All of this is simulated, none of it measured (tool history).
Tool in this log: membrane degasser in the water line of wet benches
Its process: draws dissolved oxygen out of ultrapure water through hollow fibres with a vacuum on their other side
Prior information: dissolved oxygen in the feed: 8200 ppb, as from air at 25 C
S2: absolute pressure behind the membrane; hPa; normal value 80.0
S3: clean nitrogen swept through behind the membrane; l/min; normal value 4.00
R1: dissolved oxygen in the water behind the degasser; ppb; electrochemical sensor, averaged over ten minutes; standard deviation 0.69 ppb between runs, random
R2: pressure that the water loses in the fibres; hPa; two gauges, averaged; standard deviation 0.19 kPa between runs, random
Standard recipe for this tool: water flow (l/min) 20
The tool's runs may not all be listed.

Run 1, hour 0.0: usual settings. Result: R1 65.4 ppb, R2 363.1 hPa.
Run 2, hour 31.2: usual settings but S3 2.01 l/min. Result: R1 122.0 ppb, R2 365.5 hPa.
Run 3, hour 70.0: usual settings. Result: R1 65.4 ppb, R2 361.5 hPa.
Run 4, hour 108.6: usual settings. Result: R1 65.6 ppb, R2 365.3 hPa.
Run 5, hour 156.0: usual settings. Result: R1 66.7 ppb, R2 363.6 hPa.
Run 6, hour 183.9: usual settings but water flow (l/min) 18. Result: R1 57.4 ppb, R2 328.3 hPa.
Run 7, hour 236.5: usual settings but S2 102.0 hPa. Result: R1 91.4 ppb, R2 363.1 hPa.
Run 8, hour 273.3: usual settings but water flow (l/min) 17. Result: R1 54.2 ppb, R2 307.9 hPa.
Run 9, hour 318.5: usual settings but water flow (l/min) 17. Result: R1 54.5 ppb, R2 307.9 hPa.
Run 10, hour 343.0: usual settings. Result: R1 65.8 ppb, R2 364.0 hPa.
Run 11, hour 391.2: usual settings but S3 1.87 l/min. Result: R1 130.2 ppb, R2 364.4 hPa.
Run 12, hour 441.1: usual settings but water flow (l/min) 31. Result: R1 125.6 ppb, R2 564.0 hPa.
Run 13, hour 482.1: usual settings but water flow (l/min) 31. Result: R1 125.7 ppb, R2 568.3 hPa.
Run 14, hour 525.1: usual settings but S3 5.38 l/min. Result: R1 50.6 ppb, R2 363.6 hPa.
Run 15, hour 579.4: usual settings but S3 5.38 l/min. Result: R1 49.6 ppb, R2 361.4 hPa.
Run 16, hour 622.5: usual settings but S3 5.38 l/min. Result: R1 50.7 ppb, R2 365.7 hPa.
Run 17, hour 647.8: usual settings but S3 5.38 l/min. Result: R1 50.5 ppb, R2 368.2 hPa.
Run 18, hour 673.5: usual settings but S3 5.38 l/min. Result: R1 50.3 ppb, R2 364.8 hPa.
Run 19, hour 710.3: usual settings but S3 5.38 l/min. Result: R1 50.5 ppb, R2 369.5 hPa.
Run 20, hour 754.9: usual settings but S2 70.0 hPa. Result: R1 52.9 ppb, R2 366.5 hPa.
Run 21, hour 810.4: usual settings but S2 70.0 hPa. Result: R1 53.6 ppb, R2 371.2 hPa.
Run 22, hour 849.7: usual settings but S2 191.8 hPa. Result: R1 197.8 ppb, R2 367.0 hPa.
Run 23, hour 896.5: usual settings but S2 191.8 hPa. Result: R1 201.5 ppb, R2 366.0 hPa.
Run 24, hour 927.7: usual settings but water flow (l/min) 25, S3 2.29 l/min. Result: R1 144.7 ppb, R2 459.2 hPa.
Run 25, hour 978.3: usual settings but S2 162.1 hPa, S3 6.72 l/min. Result: R1 100.8 ppb, R2 367.0 hPa.
Run 26, hour 1004.7: usual settings but S2 119.6 hPa, S3 2.20 l/min. Result: R1 199.8 ppb, R2 368.0 hPa.
Run 27, hour 1043.8: usual settings but water flow (l/min) 21, S3 10.33 l/min. Result: R1 31.7 ppb, R2 389.5 hPa.
Run 28, hour 1098.1: usual settings but water flow (l/min) 31, S2 104.6 hPa, S3 3.46 l/min. Result: R1 191.5 ppb, R2 573.1 hPa.
Run 29, hour 1128.6: usual settings but water flow (l/min) 17, S2 167.7 hPa, S3 2.44 l/min. Result: R1 233.4 ppb, R2 312.3 hPa.
Run 30, hour 1167.7: usual settings but water flow (l/min) 22, S2 182.0 hPa, S3 8.28 l/min. Result: R1 106.7 ppb, R2 405.9 hPa.
Run 31, hour 1203.7: usual settings but water flow (l/min) 22, S2 182.0 hPa, S3 8.28 l/min. Result: R1 108.1 ppb, R2 406.8 hPa.
Run 32, hour 1242.8: usual settings but S3 2.84 l/min. Result: R1 89.6 ppb, R2 370.4 hPa.

Alternative continuations, all from the tool just after run 32; predict every row:
Run A, hour 1287.1: usual settings but S3 1.84 l/min. Result: R1 ?, R2 ?.
Run B, hour 1287.1: usual settings but S3 2.36 l/min. Result: R1 ?, R2 ?.
Run C, hour 1287.1: usual settings but water flow (l/min) 23, S2 101.5 hPa, S3 9.63 l/min. Result: R1 ?, R2 ?.
Run D, hour 1287.1: usual settings but water flow (l/min) 18. Result: R1 ?, R2 ?.

run     R1     R2
  A  133.9  368.7
  B  104.3  366.9
  C   52.1  426.7
  D   58.0  334.1
Without the tool's hidden state the same runs would have given:
run     R1     R2
  A  124.5  362.7
  B   96.8  360.9
  C   48.8  419.7
  D   53.6  328.7

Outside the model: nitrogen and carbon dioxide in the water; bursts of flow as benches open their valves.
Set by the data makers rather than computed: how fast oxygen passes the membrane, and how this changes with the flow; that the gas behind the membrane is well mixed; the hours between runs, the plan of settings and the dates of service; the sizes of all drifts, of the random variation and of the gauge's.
